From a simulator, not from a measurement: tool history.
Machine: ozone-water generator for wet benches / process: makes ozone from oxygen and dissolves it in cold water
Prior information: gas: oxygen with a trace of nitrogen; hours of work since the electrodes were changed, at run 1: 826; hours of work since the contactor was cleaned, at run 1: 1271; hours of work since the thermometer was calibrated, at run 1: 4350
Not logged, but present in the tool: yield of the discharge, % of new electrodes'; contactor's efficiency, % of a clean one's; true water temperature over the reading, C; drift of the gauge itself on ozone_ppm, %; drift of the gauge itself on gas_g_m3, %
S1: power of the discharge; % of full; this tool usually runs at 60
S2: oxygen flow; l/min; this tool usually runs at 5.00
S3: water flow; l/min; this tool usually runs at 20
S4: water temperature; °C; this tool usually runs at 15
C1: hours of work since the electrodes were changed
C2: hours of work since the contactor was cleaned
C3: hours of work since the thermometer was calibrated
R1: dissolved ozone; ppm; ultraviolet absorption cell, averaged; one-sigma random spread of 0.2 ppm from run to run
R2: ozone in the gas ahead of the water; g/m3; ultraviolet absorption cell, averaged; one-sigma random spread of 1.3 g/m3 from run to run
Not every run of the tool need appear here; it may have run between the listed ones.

Run 1, hour 0.0: usual settings; C1 826; C2 1271; C3 4350. Result: R1 28.3 ppm, R2 245.4 g/m3.
Run 2, hour 32.4: usual settings; C1 849; C2 1294; C3 4373. Result: R1 28.7 ppm, R2 247.8 g/m3.
Run 3, hour 75.7: usual settings; C1 881; C2 1326; C3 4405. Result: R1 28.0 ppm, R2 247.5 g/m3.
Run 4, hour 110.7: usual settings; C1 906; C2 1351; C3 4430. Result: R1 28.4 ppm, R2 244.5 g/m3.
Run 5, hour 148.5: usual settings; C1 933; C2 1379; C3 4458. Result: R1 28.8 ppm, R2 247.6 g/m3.
Run 6, hour 167.3: usual settings but S3 27 l/min; C1 947; C2 1392; C3 4472. Result: R1 21.5 ppm, R2 244.9 g/m3.
Run 7, hour 194.3: usual settings but S3 27 l/min; C1 967; C2 1412; C3 4491. Result: R1 21.7 ppm, R2 248.9 g/m3.
Run 8, hour 226.4: usual settings but S2 5.01 l/min; C1 990; C2 1435; C3 4514. Result: R1 28.1 ppm, R2 247.4 g/m3.
Run 9, hour 248.6: usual settings but S2 2.90 l/min; C1 1006; C2 1451; C3 4531. Result: R1 23.8 ppm, R2 291.5 g/m3.
Run 10, hour 289.5: usual settings but S2 2.90 l/min; C1 1036; C2 1481; C3 4560. Result: R1 23.7 ppm, R2 293.4 g/m3.
Run 11, hour 331.4: usual settings; C1 1066; C2 1512; C3 4591. Result: R1 28.4 ppm, R2 247.4 g/m3.
Run 12, hour 368.6: usual settings; C1 1093; C2 1539; C3 4618. Result: R1 28.3 ppm, R2 245.8 g/m3.
Run 13, hour 396.2: usual settings but S4 21 °C; C1 1113; C2 1559; C3 4638. Result: R1 25.9 ppm, R2 247.0 g/m3.
Run 14, hour 422.9: usual settings but S1 45 % of full, S2 4.01 l/min, S4 11 °C; C1 1133; C2 1578; C3 4657. Result: R1 23.6 ppm, R2 229.3 g/m3.
Run 15, hour 454.2: usual settings but S1 97 % of full, S4 9 °C; C1 1156; C2 1601; C3 4680. Result: R1 39.2 ppm, R2 318.9 g/m3.
Run 16, hour 483.7: usual settings but S1 51 % of full, S2 7.76 l/min, S4 9 °C; C1 1177; C2 1622; C3 4701. Result: R1 31.4 ppm, R2 197.0 g/m3.
Run 17, hour 527.8: usual settings but S1 51 % of full, S2 7.76 l/min, S4 9 °C; C1 1209; C2 1654; C3 4733. Result: R1 31.6 ppm, R2 195.0 g/m3.
Run 18, hour 563.3: usual settings but S1 51 % of full, S2 7.76 l/min, S4 9 °C; C1 1235; C2 1680; C3 4759. Result: R1 31.4 ppm, R2 198.8 g/m3.
Run 19, hour 585.7: usual settings but S3 22 l/min; C1 1251; C2 1696; C3 4776. Result: R1 25.8 ppm, R2 250.2 g/m3.
Run 20, hour 625.9: usual settings but S3 22 l/min; C1 1280; C2 1726; C3 4805. Result: R1 26.1 ppm, R2 245.1 g/m3.
Run 21, hour 661.9: usual settings but S3 22 l/min; C1 1307; C2 1752; C3 4831. Result: R1 26.2 ppm, R2 247.0 g/m3.
Run 22, hour 690.5: usual settings but S1 54 % of full, S3 27 l/min; C1 1327; C2 1772; C3 4852. Result: R1 20.2 ppm, R2 235.8 g/m3.

Below are 4 alternative next runs, each starting from the tool's condition after run 22. Predict each:
Run A, hour 720.8: usual settings but S1 65 % of full; C1 1349; C2 1794; C3 4874. Result: R1 ?, R2 ?.
Run B, hour 720.8: usual settings but S1 54 % of full, S2 8.96 l/min, S3 27 l/min; C1 1349; C2 1794; C3 4874. Result: R1 ?, R2 ?.
Run C, hour 720.8: usual settings but S1 69 % of full, S3 28 l/min; C1 1349; C2 1794; C3 4874. Result: R1 ?, R2 ?.
Run D, hour 720.8: usual settings but S1 67 % of full, S2 4.69 l/min; C1 1349; C2 1794; C3 4874. Result: R1 ?, R2 ?.

run    R1     R2
  A  29.5  255.5
  B  24.3  194.3
  C  22.2  265.7
  D  28.9  265.7
The same runs, with their run-to-run variation unchanged, on a tool lacking any hidden condition would have given:
run    R1     R2
  A  29.5  255.6
  B  24.3  194.3
  C  22.2  265.8
  D  29.0  265.8

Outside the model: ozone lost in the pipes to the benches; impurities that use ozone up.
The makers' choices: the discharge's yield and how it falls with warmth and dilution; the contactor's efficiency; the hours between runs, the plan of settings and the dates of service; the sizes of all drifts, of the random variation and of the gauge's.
